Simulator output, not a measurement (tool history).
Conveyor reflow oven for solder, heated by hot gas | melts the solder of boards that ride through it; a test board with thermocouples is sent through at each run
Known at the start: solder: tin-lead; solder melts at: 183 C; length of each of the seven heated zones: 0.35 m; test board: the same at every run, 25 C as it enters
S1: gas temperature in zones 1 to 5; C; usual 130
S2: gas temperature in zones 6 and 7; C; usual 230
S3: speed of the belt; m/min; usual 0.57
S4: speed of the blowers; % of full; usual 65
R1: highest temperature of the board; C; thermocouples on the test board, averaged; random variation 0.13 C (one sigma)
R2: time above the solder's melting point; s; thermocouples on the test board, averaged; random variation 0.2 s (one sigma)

| run | hour | S1 | S2 | S3 | S4 | R1 | R2 |
|---|---|---|---|---|---|---|---|
| 1 | 0 | 130 | 230 | 0.57 | 65 | 212.8 | 48.8 |
| 2 | 7.6 | 130 | 230 | 0.57 | 65 | 212.7 | 48.7 |
| 3 | 25.4 | 130 | 230 | 0.57 | 84 | 216.6 | 53.1 |
|  | 36.5 | flux residue cleaned out of gas plates and filters |
| 4 | 38.1 | 130 | 241 | 0.57 | 65 | 222.5 | 56.2 |
| 5 | 45.9 | 130 | 230 | 0.57 | 65 | 212.8 | 49.1 |
| 6 | 53.4 | 130 | 230 | 0.57 | 65 | 212.8 | 49.2 |
| 7 | 62.7 | 130 | 230 | 0.57 | 65 | 212.9 | 49.2 |
| 8 | 78.3 | 130 | 230 | 0.555 | 65 | 213.6 | 51.4 |
| 9 | 94.8 | 135 | 230 | 0.555 | 65 | 214.6 | 53.9 |
| 10 | 106.4 | 130 | 230 | 0.464 | 65 | 218.8 | 67.7 |
| 11 | 118.8 | 130 | 230 | 0.57 | 51 | 209.1 | 44.6 |
| 12 | 130.7 | 130 | 230 | 0.57 | 51 | 209 | 44.7 |
| 13 | 138.4 | 130 | 230 | 0.57 | 51 | 208.6 | 44.5 |
| 14 | 155.4 | 130 | 230 | 0.57 | 65 | 212.7 | 49.3 |
| 15 | 174.1 | 130 | 230 | 0.57 | 65 | 212.6 | 48.9 |
| 16 | 188.5 | 130 | 221 | 0.57 | 65 | 204.9 | 41.7 |
| 17 | 197.9 | 132 | 222 | 0.57 | 65 | 206.4 | 43.8 |
| 18 | 208.9 | 128 | 222 | 0.57 | 65 | 205.7 | 42 |
| 19 | 217.5 | 140 | 228 | 0.666 | 65 | 207.7 | 39.8 |
| 20 | 229.2 | 130 | 240 | 0.464 | 82 | 230.8 | 76.7 |
| 21 | 246 | 130 | 240 | 0.464 | 82 | 230.6 | 76.5 |
| 22 | 263.8 | 130 | 240 | 0.464 | 82 | 230.7 | 76.7 |
| 23 | 279.8 | 139 | 235 | 0.538 | 65 | 220.6 | 61.3 |
| 24 | 287.5 | 139 | 222 | 0.494 | 65 | 211.1 | 60.1 |
| 25 | 301.8 | 130 | 230 | 0.57 | 70 | 214 | 50.2 |
| 26 | 310.7 | 130 | 230 | 0.592 | 59 | 210.2 | 44.1 |
| 27 | 324.7 | 130 | 234 | 0.629 | 65 | 212.7 | 43.7 |
| 28 | 343.3 | 130 | 234 | 0.629 | 65 | 212.7 | 43.6 |
| 29 | 353.9 | 117 | 224 | 0.59 | 65 | 204.1 | 35.2 |

4 ways to go on from here, each from the tool as it stands after run 29. What would each give?
| A | 370.5 | 128 | 224 | 0.672 | 54 | ? | ? |
| B | 370.5 | 117 | 224 | 0.524 | 65 | ? | ? |
| C | 370.5 | 130 | 221 | 0.572 | 65 | ? | ? |
| D | 370.5 | 142 | 224 | 0.48 | 60 | ? | ? |

| run | R1 | R2 |
|---|---|---|
| A | 198.2 | 25.8 |
| B | 208.2 | 45.7 |
| C | 204.7 | 41.4 |
| D | 213.3 | 64.9 |
Without the tool's hidden state the same runs would have given:
| run | R1 | R2 |
|---|---|---|
| A | 198.2 | 25.8 |
| B | 208.2 | 45.7 |
| C | 204.7 | 41.4 |
| D | 213.3 | 64.8 |
